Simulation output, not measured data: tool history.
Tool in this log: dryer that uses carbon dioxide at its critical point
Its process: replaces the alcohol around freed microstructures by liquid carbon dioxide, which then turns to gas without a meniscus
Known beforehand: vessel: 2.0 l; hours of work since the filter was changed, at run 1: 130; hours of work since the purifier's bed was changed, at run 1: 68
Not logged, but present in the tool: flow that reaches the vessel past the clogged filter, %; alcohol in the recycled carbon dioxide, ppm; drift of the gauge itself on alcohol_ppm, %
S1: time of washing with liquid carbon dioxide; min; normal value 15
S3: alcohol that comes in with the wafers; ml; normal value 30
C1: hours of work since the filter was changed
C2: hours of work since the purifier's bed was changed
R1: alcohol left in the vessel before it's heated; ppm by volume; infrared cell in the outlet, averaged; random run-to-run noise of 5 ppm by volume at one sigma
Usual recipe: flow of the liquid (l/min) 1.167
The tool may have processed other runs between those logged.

Run 1, hour 0.0: usual settings; C1 130; C2 68. Result: R1 35 ppm by volume.
Run 2, hour 9.3: usual settings; C1 134; C2 71. Result: R1 41 ppm by volume.
Run 3, hour 14.6: usual settings but S1 19 min; C1 135; C2 73. Result: R1 21 ppm by volume.
Run 4, hour 19.7: usual settings but S1 19 min; C1 137; C2 75. Result: R1 27 ppm by volume.
Run 5, hour 24.6: usual settings but S1 19 min; C1 139; C2 77. Result: R1 25 ppm by volume.
Run 6, hour 31.4: usual settings but S1 19 min; C1 141; C2 79. Result: R1 36 ppm by volume.
Run 7, hour 40.6: usual settings but S1 19 min; C1 145; C2 82. Result: R1 18 ppm by volume.
Run 8, hour 47.1: usual settings but S1 19 min; C1 147; C2 85. Result: R1 23 ppm by volume.
Run 9, hour 54.0: usual settings; C1 150; C2 87. Result: R1 30 ppm by volume.
Run 10, hour 62.7: usual settings but S3 47 ml; C1 153; C2 90. Result: R1 53 ppm by volume.
Run 11, hour 71.5: usual settings but flow of the liquid (l/min) 0.960; C1 156; C2 93. Result: R1 92 ppm by volume.
Run 12, hour 76.2: usual settings but flow of the liquid (l/min) 0.960; C1 158; C2 95. Result: R1 73 ppm by volume.
Run 13, hour 83.8: usual settings but flow of the liquid (l/min) 0.700, S3 31 ml; C1 160; C2 98. Result: R1 312 ppm by volume.
Run 14, hour 93.1: usual settings but flow of the liquid (l/min) 0.700, S3 31 ml; C1 164; C2 101. Result: R1 311 ppm by volume.
Run 15, hour 99.8: usual settings but S1 11 min, flow of the liquid (l/min) 0.920, S3 24 ml; C1 166; C2 104. Result: R1 271 ppm by volume.
Run 16, hour 106.7: usual settings but S1 10 min, S3 43 ml; C1 168; C2 106. Result: R1 277 ppm by volume.

Predict the results of run 17:
Run 17, hour 114.0: usual settings but S1 14 min, flow of the liquid (l/min) 0.930, S3 49 ml; C1 171; C2 109. Result: R1 ?.

{"run 17": {"R1": 197}}
If the tool had no hidden condition, the same run with the same run-to-run variation would have returned R1 133 ppm by volume.

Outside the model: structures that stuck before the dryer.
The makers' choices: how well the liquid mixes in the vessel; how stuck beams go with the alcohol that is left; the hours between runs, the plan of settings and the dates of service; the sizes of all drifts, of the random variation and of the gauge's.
